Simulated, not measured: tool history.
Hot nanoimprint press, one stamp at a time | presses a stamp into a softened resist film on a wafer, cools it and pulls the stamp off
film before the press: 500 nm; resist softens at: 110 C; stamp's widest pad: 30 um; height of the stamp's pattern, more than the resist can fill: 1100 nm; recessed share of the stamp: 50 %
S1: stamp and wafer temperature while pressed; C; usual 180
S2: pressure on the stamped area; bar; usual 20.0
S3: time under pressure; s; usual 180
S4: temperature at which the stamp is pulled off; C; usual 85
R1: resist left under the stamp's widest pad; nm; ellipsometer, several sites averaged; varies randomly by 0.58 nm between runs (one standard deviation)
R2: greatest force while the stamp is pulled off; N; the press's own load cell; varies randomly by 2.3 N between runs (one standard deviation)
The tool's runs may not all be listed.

Run 1, hour 0.0: usual settings. Result: R1 293.2 nm, R2 219 N.
Run 2, hour 18.2: usual settings. Result: R1 293.5 nm, R2 218 N.
Run 3, hour 47.5: usual settings but S2 23.9 bar. Result: R1 274.2 nm, R2 214 N.
At hour 62.8: plate thermocouple calibrated.
Run 4, hour 74.3: usual settings. Result: R1 293.1 nm, R2 214 N.
Run 5, hour 90.4: usual settings. Result: R1 292.9 nm, R2 222 N.
Run 6, hour 113.6: usual settings but S1 168 C, S3 104 s. Result: R1 462.9 nm, R2 218 N.
Run 7, hour 130.2: usual settings but S1 170 C, S2 23.0 bar, S3 281 s, S4 79 C. Result: R1 380.6 nm, R2 229 N.
Run 8, hour 161.6: usual settings but S2 21.3 bar, S3 170 s. Result: R1 291.4 nm, R2 222 N.
Run 9, hour 181.0: usual settings but S2 21.3 bar, S3 170 s. Result: R1 291.8 nm, R2 220 N.
Run 10, hour 206.0: usual settings but S2 21.3 bar, S3 170 s. Result: R1 292.7 nm, R2 222 N.

What if the next run were any one of these 3? Each begins from the tool's condition after run 10:
Run A, hour 225.4: usual settings but S1 171 C, S2 21.3 bar, S3 100 s, S4 70 C. Result: R1 ?, R2 ?.
Run B, hour 225.4: usual settings but S2 30.4 bar, S3 189 s. Result: R1 ?, R2 ?.
Run C, hour 225.4: usual settings but S2 13.5 bar, S3 113 s, S4 90 C. Result: R1 ?, R2 ?.

run     R1   R2
  A  441.5  239
  B  243.6  222
  C  375.8  213
The same runs, with their run-to-run variation unchanged, on a tool lacking any hidden condition would have given:
run     R1   R2
  A  441.5  238
  B  243.5  221
  C  375.8  213
